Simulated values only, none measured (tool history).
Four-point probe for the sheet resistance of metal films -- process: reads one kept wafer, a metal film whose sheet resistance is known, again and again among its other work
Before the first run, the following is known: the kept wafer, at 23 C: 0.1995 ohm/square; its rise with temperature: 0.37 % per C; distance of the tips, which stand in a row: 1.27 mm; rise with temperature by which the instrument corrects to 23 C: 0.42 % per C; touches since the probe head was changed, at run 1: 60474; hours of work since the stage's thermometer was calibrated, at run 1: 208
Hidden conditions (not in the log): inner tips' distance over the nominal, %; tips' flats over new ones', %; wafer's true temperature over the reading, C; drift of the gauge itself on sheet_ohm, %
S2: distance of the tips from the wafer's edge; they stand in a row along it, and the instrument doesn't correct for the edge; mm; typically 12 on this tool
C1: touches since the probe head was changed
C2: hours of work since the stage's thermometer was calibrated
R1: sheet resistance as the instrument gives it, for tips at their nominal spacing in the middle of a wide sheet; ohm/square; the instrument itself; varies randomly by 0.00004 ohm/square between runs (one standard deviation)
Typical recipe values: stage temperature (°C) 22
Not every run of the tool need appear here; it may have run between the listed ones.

Run 1, hour 0: usual settings; C1 60474; C2 208. Result: R1 0.199975 ohm/square.
Run 2, hour 6.6: usual settings but S2 9 mm; C1 60848; C2 213. Result: R1 0.200846 ohm/square.
Run 3, hour 15.5: usual settings but S2 9 mm; C1 61356; C2 220. Result: R1 0.200872 ohm/square.
Run 4, hour 29.2: usual settings but S2 9 mm; C1 62129; C2 230. Result: R1 0.200875 ohm/square.
Run 5, hour 43.9: usual settings but S2 9 mm; C1 62961; C2 241. Result: R1 0.200911 ohm/square.
Run 6, hour 51.7: usual settings but S2 35 mm; C1 63405; C2 247. Result: R1 0.198808 ohm/square.
Run 7, hour 60.7: usual settings but stage temperature (°C) 25; C1 63918; C2 254. Result: R1 0.199682 ohm/square.
Run 8, hour 71.1: usual settings but stage temperature (°C) 25; C1 64507; C2 262. Result: R1 0.199641 ohm/square.
Run 9, hour 79.7: usual settings but stage temperature (°C) 32; C1 64991; C2 268. Result: R1 0.199038 ohm/square.
Run 10, hour 90.2: usual settings but stage temperature (°C) 32; C1 65589; C2 276. Result: R1 0.199039 ohm/square.
Run 11, hour 105: usual settings but stage temperature (°C) 32; C1 66431; C2 288. Result: R1 0.198882 ohm/square.
Run 12, hour 115.2: usual settings but stage temperature (°C) 32; C1 67006; C2 295. Result: R1 0.198982 ohm/square.
Run 13, hour 130.7: usual settings but stage temperature (°C) 32, S2 19 mm; C1 67888; C2 307. Result: R1 0.198281 ohm/square.
Run 14, hour 141: usual settings but stage temperature (°C) 32, S2 19 mm; C1 68473; C2 315. Result: R1 0.198258 ohm/square.
Run 15, hour 154.7: usual settings but stage temperature (°C) 32, S2 19 mm; C1 69245; C2 325. Result: R1 0.198255 ohm/square.
Run 16, hour 162.9: usual settings but stage temperature (°C) 24, S2 7 mm; C1 69714; C2 331. Result: R1 0.201856 ohm/square.
Run 17, hour 178.6: usual settings but stage temperature (°C) 24, S2 66 mm; C1 70601; C2 343. Result: R1 0.198471 ohm/square.
Run 18, hour 188.7: usual settings but stage temperature (°C) 24, S2 66 mm; C1 71176; C2 351. Result: R1 0.198523 ohm/square.
Run 19, hour 200.5: usual settings but stage temperature (°C) 23, S2 66 mm; C1 71844; C2 360. Result: R1 0.198583 ohm/square.
Run 20, hour 210.4: usual settings but stage temperature (°C) 24, S2 4 mm; C1 72408; C2 367. Result: R1 0.208613 ohm/square.
Run 21, hour 219.2: usual settings but stage temperature (°C) 24, S2 4 mm; C1 72904; C2 374. Result: R1 0.208579 ohm/square.
Run 22, hour 228.9: usual settings but stage temperature (°C) 20, S2 59 mm; C1 73455; C2 381. Result: R1 0.198771 ohm/square.
Run 23, hour 240.1: usual settings but stage temperature (°C) 20, S2 59 mm; C1 74089; C2 389. Result: R1 0.198774 ohm/square.
Run 24, hour 250.5: usual settings but stage temperature (°C) 18, S2 3 mm; C1 74681; C2 397. Result: R1 0.216372 ohm/square.
Run 25, hour 263.2: usual settings but S2 16 mm; C1 75398; C2 407. Result: R1 0.199227 ohm/square.
Run 26, hour 277.8: usual settings but stage temperature (°C) 27, S2 72 mm; C1 76228; C2 418. Result: R1 0.19813 ohm/square.
Run 27, hour 289.9: usual settings but stage temperature (°C) 27, S2 72 mm; C1 76913; C2 427. Result: R1 0.198108 ohm/square.

Here are 3 independent what-if runs from the current tool condition. What would each one return?
Run A, hour 297.1: usual settings but S2 4 mm; C1 77320; C2 432. Result: R1 ?.
Run B, hour 297.1: usual settings but stage temperature (°C) 31, S2 39 mm; C1 77320; C2 432. Result: R1 ?.
Run C, hour 297.1: usual settings but stage temperature (°C) 24, S2 11 mm; C1 77320; C2 432. Result: R1 ?.

run        R1
  A  0.208703
  B  0.197798
  C  0.199818
Take away the tool's hidden state, keep each run's random variation, and the runs would have read:
run        R1
  A  0.209808
  B  0.198851
  C  0.200881
